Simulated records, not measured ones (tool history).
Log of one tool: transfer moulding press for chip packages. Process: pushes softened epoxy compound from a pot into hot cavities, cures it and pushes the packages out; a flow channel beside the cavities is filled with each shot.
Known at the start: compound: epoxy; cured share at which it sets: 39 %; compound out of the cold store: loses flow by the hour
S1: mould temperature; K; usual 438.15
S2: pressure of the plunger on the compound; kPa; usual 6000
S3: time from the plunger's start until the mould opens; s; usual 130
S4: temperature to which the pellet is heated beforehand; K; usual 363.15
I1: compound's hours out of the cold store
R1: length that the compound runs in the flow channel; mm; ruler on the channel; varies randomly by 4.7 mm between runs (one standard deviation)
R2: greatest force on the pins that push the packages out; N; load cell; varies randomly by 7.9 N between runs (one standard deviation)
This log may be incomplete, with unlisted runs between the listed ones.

| run | hour | S1 | S2 | S3 | S4 | I1 | R1 | R2 |
|---|---|---|---|---|---|---|---|---|
| 1 | 0.0 | 438.15 | 6000 | 130 | 363.15 | 29.7 | 929 | 335 |
| 2 | 16.6 | 441.15 | 6000 | 130 | 363.15 | 13.6 | 956 | 317 |
| 3 | 28.7 | 439.15 | 6000 | 130 | 363.15 | 10.9 | 976 | 338 |
| 4 | 51.8 | 439.15 | 6000 | 130 | 363.15 | 13.2 | 970 | 331 |
| 5 | 73.9 | 438.15 | 6000 | 149 | 363.15 | 38.1 | 911 | 310 |
| 6 | 90.0 | 438.15 | 6000 | 130 | 373.15 | 16.1 | 949 | 335 |
|  | 103.0 | cavities cleaned with cleaning compound and waxed |
| 7 | 119.4 | 438.15 | 6000 | 130 | 373.15 | 41.5 | 901 | 344 |
| 8 | 140.6 | 438.15 | 6370 | 130 | 373.15 | 9.9 | 1015 | 340 |
|  | 145.2 | plunger's sealing rings changed |
| 9 | 161.0 | 442.15 | 6000 | 130 | 363.15 | 21.9 | 933 | 315 |
| 10 | 187.6 | 442.15 | 6000 | 130 | 363.15 | 33.5 | 906 | 304 |
| 11 | 210.4 | 442.15 | 6000 | 130 | 363.15 | 47.7 | 873 | 299 |
|  | 229.4 | cavities cleaned with cleaning compound and waxed |
| 12 | 237.6 | 442.15 | 6000 | 130 | 363.15 | 33.7 | 905 | 325 |
| 13 | 249.7 | 442.15 | 6000 | 130 | 363.15 | 12.8 | 954 | 316 |
| 14 | 273.2 | 442.15 | 6000 | 119 | 363.15 | 43.8 | 883 | 322 |
| 15 | 300.3 | 442.15 | 6000 | 119 | 363.15 | 34.6 | 896 | 330 |

Predict the results of run 16:
| 16 | 322.4 | 442.15 | 6000 | 119 | 363.15 | 31.3 | ? | ? |

R1: 913 mm
R2: 334 N
Minus the tool's unlogged condition, the same run would have read R1 913 mm, R2 331 N.
